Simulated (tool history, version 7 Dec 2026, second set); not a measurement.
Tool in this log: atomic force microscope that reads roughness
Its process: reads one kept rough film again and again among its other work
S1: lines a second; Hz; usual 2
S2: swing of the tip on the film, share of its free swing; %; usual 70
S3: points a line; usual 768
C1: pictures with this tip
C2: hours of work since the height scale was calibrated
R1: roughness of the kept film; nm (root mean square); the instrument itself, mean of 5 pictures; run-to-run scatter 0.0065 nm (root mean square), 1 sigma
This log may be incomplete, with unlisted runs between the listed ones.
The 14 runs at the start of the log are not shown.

| run | hour | S1 | S2 | S3 | C1 | C2 | R1 |
|---|---|---|---|---|---|---|---|
| 15 | 190.7 | 2 | 70 | 768 | 119 | 222 | 1.166 |
|  | 192.7 | height scale calibrated on a step standard |
| 16 | 202 | 2 | 70 | 768 | 126 | 4 | 1.164 |
| 17 | 220 | 2 | 70 | 768 | 140 | 13 | 1.15 |
|  | 228.7 | height scale calibrated on a step standard, once more |
| 18 | 230 | 2 | 70 | 768 | 146 | 1 | 1.151 |
| 19 | 239.6 | 2 | 70 | 768 | 153 | 5 | 1.153 |
| 20 | 250.9 | 2 | 70 | 768 | 162 | 10 | 1.126 |
| 21 | 258.7 | 3.1 | 61 | 511 | 167 | 14 | 1.134 |
|  | 269.4 | new tip fitted |
| 22 | 275.4 | 3.1 | 61 | 511 | 4 | 22 | 1.292 |
| 23 | 284.2 | 3.1 | 61 | 511 | 11 | 26 | 1.279 |
| 24 | 303.1 | 3.1 | 76 | 343 | 25 | 35 | 1.158 |
| 25 | 319.2 | 1.98 | 70 | 336 | 37 | 43 | 1.24 |
| 26 | 335.8 | 1.63 | 65 | 768 | 49 | 50 | 1.272 |
| 27 | 351 | 1.63 | 65 | 768 | 60 | 58 | 1.258 |
| 28 | 361.4 | 1.49 | 79 | 768 | 68 | 62 | 1.206 |
| 29 | 372.9 | 1.18 | 74 | 600 | 77 | 68 | 1.227 |
| 30 | 386.6 | 0.59 | 74 | 600 | 87 | 74 | 1.249 |
| 31 | 397 | 0.59 | 74 | 600 | 94 | 79 | 1.242 |
| 32 | 405 | 1.22 | 70 | 609 | 100 | 83 | 1.216 |
| 33 | 416.1 | 1.22 | 70 | 609 | 108 | 88 | 1.214 |

3 ways to go on from here, each from the tool as it stands after run 33. What would each give?
| A | 433.1 | 2.51 | 59 | 337 | 121 | 96 | ? |
| B | 433.1 | 2 | 64 | 258 | 121 | 96 | ? |
| C | 433.1 | 0.99 | 80 | 507 | 121 | 96 | ? |

| run | R1 |
|---|---|
| A | 1.183 |
| B | 1.181 |
| C | 1.178 |
The same runs, with their run-to-run variation unchanged, on a tool lacking any hidden condition would have given:
| run | R1 |
|---|---|
| A | 1.3 |
| B | 1.297 |
| C | 1.294 |

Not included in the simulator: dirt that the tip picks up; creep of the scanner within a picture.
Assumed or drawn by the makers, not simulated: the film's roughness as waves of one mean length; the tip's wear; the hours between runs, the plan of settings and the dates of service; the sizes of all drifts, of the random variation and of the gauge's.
